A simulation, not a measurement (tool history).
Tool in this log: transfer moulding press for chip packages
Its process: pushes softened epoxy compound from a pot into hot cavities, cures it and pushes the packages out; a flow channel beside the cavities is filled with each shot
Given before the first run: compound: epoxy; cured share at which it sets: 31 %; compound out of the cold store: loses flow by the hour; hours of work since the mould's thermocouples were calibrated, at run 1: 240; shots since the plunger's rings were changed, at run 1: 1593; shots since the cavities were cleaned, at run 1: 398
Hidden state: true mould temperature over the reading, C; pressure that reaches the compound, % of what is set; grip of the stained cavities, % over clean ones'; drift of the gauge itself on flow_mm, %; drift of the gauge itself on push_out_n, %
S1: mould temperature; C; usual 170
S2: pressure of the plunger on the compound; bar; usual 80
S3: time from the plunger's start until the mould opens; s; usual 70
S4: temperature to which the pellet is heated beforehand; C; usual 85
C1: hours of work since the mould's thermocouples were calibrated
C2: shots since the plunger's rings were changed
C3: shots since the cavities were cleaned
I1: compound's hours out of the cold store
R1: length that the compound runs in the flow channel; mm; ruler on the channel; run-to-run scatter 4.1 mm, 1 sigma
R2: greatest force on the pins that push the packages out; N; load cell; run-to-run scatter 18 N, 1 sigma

run,hour,S1,S2,S3,S4,C1,C2,C3,I1,R1,R2
1,0,170,80,70,85,240,1593,398,43,738,814
2,22.5,170,80,70,85,253,1903,708,20.5,779,845
3,46.5,170,80,70,85,267,2232,1037,28.7,766,877
# hour 60.8: cavities cleaned with cleaning compound and waxed
4,69.8,170,80,70,85,280,2533,124,37.8,755,820
5,91.3,170,80,70,85,293,2828,419,16.9,785,842
6,114.8,170,80,70,85,306,3151,742,34.2,760,824
# hour 125.2: plunger's sealing rings changed
7,136,170,80,70,85,317,148,999,19.6,787,836
# hour 152.6: cavities cleaned with cleaning compound and waxed
8,159,176,85.1,63,80,330,444,88,15.6,801,726
9,173.3,170,80,105,83,338,641,285,25.7,771,445
10,193.3,178,80,58,93,350,917,561,11.9,778,737

Forecast run 11:
11,212.1,170,80,99,93,361,1174,818,43.3,?,?

Run 11 gave R1 743 mm, R2 479 N.
The same run, on a tool lacking any hidden state, would have yielded R1 743 mm, R2 473 N.
